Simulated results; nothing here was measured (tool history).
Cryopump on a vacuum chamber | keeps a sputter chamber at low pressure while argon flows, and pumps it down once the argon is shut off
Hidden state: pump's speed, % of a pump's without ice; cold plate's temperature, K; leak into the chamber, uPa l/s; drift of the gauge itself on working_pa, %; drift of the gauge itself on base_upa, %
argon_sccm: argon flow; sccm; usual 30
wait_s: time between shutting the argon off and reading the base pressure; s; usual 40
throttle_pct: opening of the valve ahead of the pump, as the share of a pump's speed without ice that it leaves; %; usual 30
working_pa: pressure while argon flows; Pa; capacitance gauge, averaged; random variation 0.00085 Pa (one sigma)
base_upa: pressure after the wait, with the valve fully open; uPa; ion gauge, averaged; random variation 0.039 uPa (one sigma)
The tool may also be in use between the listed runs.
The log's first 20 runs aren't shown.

run,hour,argon_sccm,wait_s,throttle_pct,hours of work since the pump was warmed up and emptied,hours of work since the cold head was overhauled,hours of work since the chamber's fittings were tightened,working_pa,base_upa
# hour 232.3: leaking fittings of the chamber tightened, without venting
21,234.5,38,40,31,325,325,1,0.2133,2.30
22,248.7,54,49,30,333,333,10,0.3136,1.92
23,261.7,39,121,30,341,341,18,0.2257,1.00
24,277.2,30,39,30,350,350,27,0.1741,2.36
25,289.2,30,39,30,357,357,34,0.1748,2.42
26,300.5,30,39,30,364,364,41,0.1733,2.45
27,309.3,14,271,25,369,369,46,0.0970,0.70
28,324.6,14,271,25,379,379,55,0.0976,0.76
29,338.3,15,31,23,387,387,64,0.1140,2.98
30,348.2,40,32,17,393,393,70,0.4062,2.93
31,363.1,50,175,31,402,402,79,0.2838,0.89
32,370.8,23,63,23,406,406,83,0.1744,1.67
33,379.5,18,129,38,412,412,88,0.0848,1.06
34,392.5,41,67,23,419,419,96,0.3131,1.66

3 ways to go on from here, each from the tool as it stands after run 34. What would each give?
A,404.7,26,24,30,427,427,104,?,?
B,404.7,36,111,35,427,427,104,?,?
C,404.7,14,36,30,427,427,104,?,?

run,working_pa,base_upa
A,0.1516,3.78
B,0.1812,1.21
C,0.0819,2.70
Without the tool's hidden state the same runs would have given:
run,working_pa,base_upa
A,0.1474,3.57
B,0.1754,1.01
C,0.0796,2.50

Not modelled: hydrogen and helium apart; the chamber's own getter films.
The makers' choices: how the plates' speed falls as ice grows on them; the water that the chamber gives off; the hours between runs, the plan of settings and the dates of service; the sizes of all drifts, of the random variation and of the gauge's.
